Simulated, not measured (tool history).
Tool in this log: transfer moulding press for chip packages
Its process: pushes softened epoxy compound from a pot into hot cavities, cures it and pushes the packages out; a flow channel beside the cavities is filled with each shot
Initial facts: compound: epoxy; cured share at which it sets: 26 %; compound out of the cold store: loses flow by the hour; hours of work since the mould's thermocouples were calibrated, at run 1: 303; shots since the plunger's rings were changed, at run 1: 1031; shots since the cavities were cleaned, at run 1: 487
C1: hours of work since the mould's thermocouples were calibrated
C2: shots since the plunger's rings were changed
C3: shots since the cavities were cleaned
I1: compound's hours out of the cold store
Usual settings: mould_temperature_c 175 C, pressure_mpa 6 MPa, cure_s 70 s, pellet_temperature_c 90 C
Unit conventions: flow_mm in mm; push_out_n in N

Run 1, hour 0: usual settings; C1 303; C2 1031; C3 487; I1 29. Result: flow_mm 818 mm, push_out_n 755 N.
At hour 10.8: cavities cleaned with cleaning compound and waxed.
At hour 54: cavities cleaned with cleaning compound and waxed.
Run 2, hour 57.4: usual settings; C1 338; C2 1814; C3 50; I1 46.4. Result: flow_mm 734 mm, push_out_n 471 N.
At hour 96.7: cavities cleaned with cleaning compound and waxed.
Run 3, hour 104.9: usual settings but mould_temperature_c 182 C; C1 367; C2 2474; C3 117; I1 38.9. Result: flow_mm 741 mm, push_out_n 483 N.
Run 4, hour 134.2: usual settings but mould_temperature_c 182 C; C1 386; C2 2896; C3 539; I1 47.4. Result: flow_mm 704 mm, push_out_n 670 N.
At hour 138.7: cavities cleaned with cleaning compound and waxed.
At hour 180.1: cavities cleaned with cleaning compound and waxed.
Run 5, hour 197.9: usual settings; C1 425; C2 3770; C3 257; I1 19.7. Result: flow_mm 806 mm, push_out_n 646 N.
At hour 220.7: cavities cleaned with cleaning compound and waxed.
At hour 261.6: cavities cleaned with cleaning compound and waxed.
At hour 265.7: mould's thermocouples calibrated.
At hour 268.2: plunger's sealing rings changed.
Run 6, hour 268.2: usual settings; C1 0; C2 0; C3 30; I1 8.5. Result: flow_mm 927 mm, push_out_n 491 N.
At hour 310.1: cavities cleaned with cleaning compound and waxed.
Run 7, hour 335.2: usual settings; C1 42; C2 942; C3 361; I1 11.2. Result: flow_mm 899 mm, push_out_n 683 N.
At hour 352.6: cavities cleaned with cleaning compound and waxed.
Run 8, hour 386.5: usual settings but cure_s 107 s; C1 74; C2 1658; C3 487; I1 39.2. Result: flow_mm 772 mm, push_out_n 630 N.
At hour 392.5: mould's thermocouples calibrated, once more.
At hour 394: cavities cleaned with cleaning compound and waxed.
At hour 435.9: cavities cleaned with cleaning compound and waxed.
Run 9, hour 440.5: usual settings but cure_s 107 s; C1 29; C2 2363; C3 66; I1 47.2. Result: flow_mm 719 mm, push_out_n 441 N.
At hour 478.6: cavities cleaned with cleaning compound and waxed.
Run 10, hour 481.6: usual settings but cure_s 107 s; C1 55; C2 2932; C3 42; I1 18.2. Result: flow_mm 836 mm, push_out_n 423 N.
At hour 520.9: cavities cleaned with cleaning compound and waxed.
Run 11, hour 521.3: usual settings but cure_s 107 s; C1 79; C2 3482; C3 5; I1 31.9. Result: flow_mm 761 mm, push_out_n 385 N.
At hour 561.7: cavities cleaned with cleaning compound and waxed.
Run 12, hour 561.7: usual settings but cure_s 107 s; C1 104; C2 4043; C3 0; I1 16.4. Result: flow_mm 814 mm, push_out_n 403 N.
Run 13, hour 588.2: usual settings but cure_s 107 s; C1 122; C2 4423; C3 380; I1 46.9. Result: flow_mm 696 mm, push_out_n 630 N.
At hour 603.5: cavities cleaned with cleaning compound and waxed.
At hour 610: plunger's sealing rings changed.
Run 14, hour 621.9: usual settings but cure_s 107 s; C1 141; C2 172; C3 229; I1 31.7. Result: flow_mm 822 mm, push_out_n 522 N.
At hour 646.4: cavities cleaned with cleaning compound and waxed.
Run 15, hour 674.6: usual settings but cure_s 107 s; C1 174; C2 908; C3 405; I1 30.8. Result: flow_mm 815 mm, push_out_n 611 N.
At hour 690: cavities cleaned with cleaning compound and waxed.
Run 16, hour 720.9: usual settings but cure_s 99 s, pellet_temperature_c 91 C; C1 203; C2 1552; C3 444; I1 28.7. Result: flow_mm 807 mm, push_out_n 595 N.
At hour 731.1: cavities cleaned with cleaning compound and waxed.
Run 17, hour 752.9: usual settings but cure_s 100 s; C1 222; C2 1990; C3 312; I1 30.2. Result: flow_mm 792 mm, push_out_n 578 N.
At hour 771.9: cavities cleaned with cleaning compound and waxed.
At hour 812: cavities cleaned with cleaning compound and waxed.
Run 18, hour 819.2: usual settings but cure_s 100 s; C1 263; C2 2902; C3 104; I1 16.8. Result: flow_mm 827 mm, push_out_n 457 N.
At hour 854.4: cavities cleaned with cleaning compound and waxed.
Run 19, hour 870.3: usual settings but cure_s 100 s; C1 295; C2 3616; C3 229; I1 13.5. Result: flow_mm 836 mm, push_out_n 552 N.
At hour 895.1: cavities cleaned with cleaning compound and waxed.
Run 20, hour 915.6: usual settings but pressure_mpa 4.62 MPa; C1 323; C2 4245; C3 295; I1 15.2. Result: flow_mm 719 mm, push_out_n 631 N.
At hour 936.4: cavities cleaned with cleaning compound and waxed.
At hour 948.9: plunger's sealing rings changed.
Run 21, hour 957: usual settings but mould_temperature_c 172 C, pellet_temperature_c 80 C; C1 348; C2 116; C3 261; I1 27.2. Result: flow_mm 849 mm, push_out_n 677 N.
At hour 980.1: cavities cleaned with cleaning compound and waxed.
Run 22, hour 987.5: usual settings but cure_s 83 s, pellet_temperature_c 85 C; C1 366; C2 533; C3 106; I1 30.6. Result: flow_mm 820 mm, push_out_n 479 N.
At hour 1022.4: cavities cleaned with cleaning compound and waxed.
Run 23, hour 1029.8: usual settings but mould_temperature_c 174 C, pellet_temperature_c 94 C; C1 393; C2 1120; C3 106; I1 13.1. Result: flow_mm 888 mm, push_out_n 554 N.
At hour 1062.3: cavities cleaned with cleaning compound and waxed.
Run 24, hour 1082.9: usual settings but mould_temperature_c 174 C, pellet_temperature_c 94 C; C1 426; C2 1862; C3 295; I1 32.2. Result: flow_mm 783 mm, push_out_n 671 N.

Predict the results of run 25:
At hour 1101.7: cavities cleaned with cleaning compound and waxed.
Run 25, hour 1113.5: usual settings but mould_temperature_c 174 C, pellet_temperature_c 94 C; C1 445; C2 2281; C3 170; I1 15.4. Result: flow_mm ?, push_out_n ?.

{"run 25": {"flow_mm": 852, "push_out_n": 625}}
The same run, on a tool lacking any hidden state, would have yielded flow_mm 894 mm, push_out_n 471 N.
